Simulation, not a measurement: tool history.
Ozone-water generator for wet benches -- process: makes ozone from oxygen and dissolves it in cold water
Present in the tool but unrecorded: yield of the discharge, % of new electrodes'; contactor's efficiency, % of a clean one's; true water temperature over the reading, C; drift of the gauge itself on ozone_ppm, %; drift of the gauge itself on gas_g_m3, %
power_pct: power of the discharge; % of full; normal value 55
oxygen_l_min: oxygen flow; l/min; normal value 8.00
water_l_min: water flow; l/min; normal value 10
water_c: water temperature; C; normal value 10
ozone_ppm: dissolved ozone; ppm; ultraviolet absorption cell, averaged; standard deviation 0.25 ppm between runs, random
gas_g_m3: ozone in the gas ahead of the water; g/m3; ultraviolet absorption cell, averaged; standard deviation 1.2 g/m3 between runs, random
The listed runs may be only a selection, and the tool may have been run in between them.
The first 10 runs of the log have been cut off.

run	hour	power_pct	oxygen_l_min	water_l_min	water_c	hours of work since the electrodes were changed	hours of work since the contactor was cleaned	hours of work since the thermometer was calibrated	ozone_ppm	gas_g_m3
11	1744.8	50	8.00	10	10	2722	1119	2722	34.1	189.8
12	1915.2	50	8.00	10	10	2834	1231	2834	33.7	188.6
13	2079.3	50	8.00	10	10	2942	1339	2942	33.7	188.5
14	2201.4	50	8.00	10	10	3022	1419	3022	33.5	186.7
15	2328.0	50	8.00	10	10	3105	1503	3105	33.7	186.6
16	2473.8	50	8.00	8	10	3201	1598	3201	39.0	186.5
17	2677.9	50	8.00	8	10	3335	1733	3335	39.0	185.7
18	2847.8	50	8.00	8	10	3447	1844	3447	38.1	186.7
19	3019.8	54	4.34	8	10	3560	1957	3560	41.9	254.7
20	3181.9	54	4.34	8	10	3667	2064	3667	41.7	251.2
21	3295.3	55	8.00	12	14	3741	2138	3741	28.2	196.1
22	3493.2	89	10.52	14	8	3871	2268	3871	36.5	232.1
23	3608.1	89	10.52	14	8	3947	2344	3947	36.7	232.5
24	3831.8	89	10.52	14	8	4094	2491	4094	36.1	230.4
25	4051.2	89	10.52	14	8	4238	2635	4238	36.0	230.7
26	4173.4	92	13.35	10	10	4318	2716	4318	43.5	211.0
27	4280.4	58	7.94	15	7	4389	2786	4389	27.0	201.3
28	4470.7	79	5.10	15	6	4514	2911	4514	31.1	292.1
29	4566.4	79	5.10	15	6	4577	2974	4577	31.3	286.2
# hour 4606.0: water thermometer calibrated
30	4772.7	79	5.10	15	6	4712	3109	110	31.0	289.2
31	5005.1	79	5.10	15	6	4865	3262	262	30.9	287.4
32	5130.9	44	5.58	15	6	4948	3345	345	22.4	197.4

Alternative continuations, all from the tool just after run 32; predict every row:
A	5334.8	75	8.01	15	6	5082	3479	479	?	?
B	5334.8	40	8.00	12	10	5082	3479	479	?	?
C	5334.8	60	8.00	13	10	5082	3479	479	?	?
D	5334.8	43	8.00	10	10	5082	3479	479	?	?

run	ozone_ppm	gas_g_m3
A	30.9	230.7
B	24.1	159.5
C	28.6	201.3
D	29.3	164.6
With the hidden condition removed and each run's random variation left untouched, the same runs would have given:
run	ozone_ppm	gas_g_m3
A	36.6	256.0
B	27.2	170.3
C	33.2	220.4
D	33.2	176.5
